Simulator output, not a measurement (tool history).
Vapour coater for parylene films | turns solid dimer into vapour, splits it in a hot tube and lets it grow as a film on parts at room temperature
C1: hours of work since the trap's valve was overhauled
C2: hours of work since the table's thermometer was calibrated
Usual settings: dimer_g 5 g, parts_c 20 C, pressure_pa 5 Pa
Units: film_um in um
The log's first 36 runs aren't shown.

{"run": 37, "hour": 1369.4, "dimer_g": 8, "parts_c": 27, "pressure_pa": 3.46, "C1": 497, "C2": 929, "film_um": 1.14}
{"run": 38, "hour": 1394.2, "dimer_g": 3, "parts_c": 14, "pressure_pa": 3.02, "C1": 519, "C2": 951, "film_um": 0.61}
{"run": 39, "hour": 1425.1, "dimer_g": 5, "parts_c": 16, "pressure_pa": 3.69, "C1": 547, "C2": 979, "film_um": 0.97}
{"run": 40, "hour": 1458.1, "dimer_g": 5, "parts_c": 23, "pressure_pa": 3.69, "C1": 577, "C2": 1009, "film_um": 0.75}
{"hour": 1483.9, "done": "trap's valve overhauled"}
{"run": 41, "hour": 1485.1, "dimer_g": 5, "parts_c": 23, "pressure_pa": 3.69, "C1": 1, "C2": 1029, "film_um": 0.87}
{"run": 42, "hour": 1523.3, "dimer_g": 6, "parts_c": 28, "pressure_pa": 9.59, "C1": 35, "C2": 1064, "film_um": 0.81}
{"run": 43, "hour": 1548.5, "dimer_g": 3, "parts_c": 20, "pressure_pa": 11.22, "C1": 58, "C2": 1086, "film_um": 0.46}
{"run": 44, "hour": 1575.6, "dimer_g": 5, "parts_c": 20, "pressure_pa": 4.75, "C1": 82, "C2": 1111, "film_um": 0.91}
{"run": 45, "hour": 1631.2, "dimer_g": 5, "parts_c": 31, "pressure_pa": 5.23, "C1": 132, "C2": 1160, "film_um": 0.66}
{"run": 46, "hour": 1662.6, "dimer_g": 5, "parts_c": 31, "pressure_pa": 5, "C1": 160, "C2": 1189, "film_um": 0.67}

Forecast each of these 3 alternatives for the next run:
{"run": "A", "hour": 1701.3, "dimer_g": 6, "parts_c": 19, "pressure_pa": 10.15, "C1": 195, "C2": 1223, "film_um": "?"}
{"run": "B", "hour": 1701.3, "dimer_g": 6, "parts_c": 13, "pressure_pa": 2.78, "C1": 195, "C2": 1223, "film_um": "?"}
{"run": "C", "hour": 1701.3, "dimer_g": 2, "parts_c": 22, "pressure_pa": 5, "C1": 195, "C2": 1223, "film_um": "?"}

run=A film_um=0.99
run=B film_um=1.29
run=C film_um=0.37
Without the tool's hidden state the same runs would have given:
run=A film_um=1.06
run=B film_um=1.38
run=C film_um=0.4
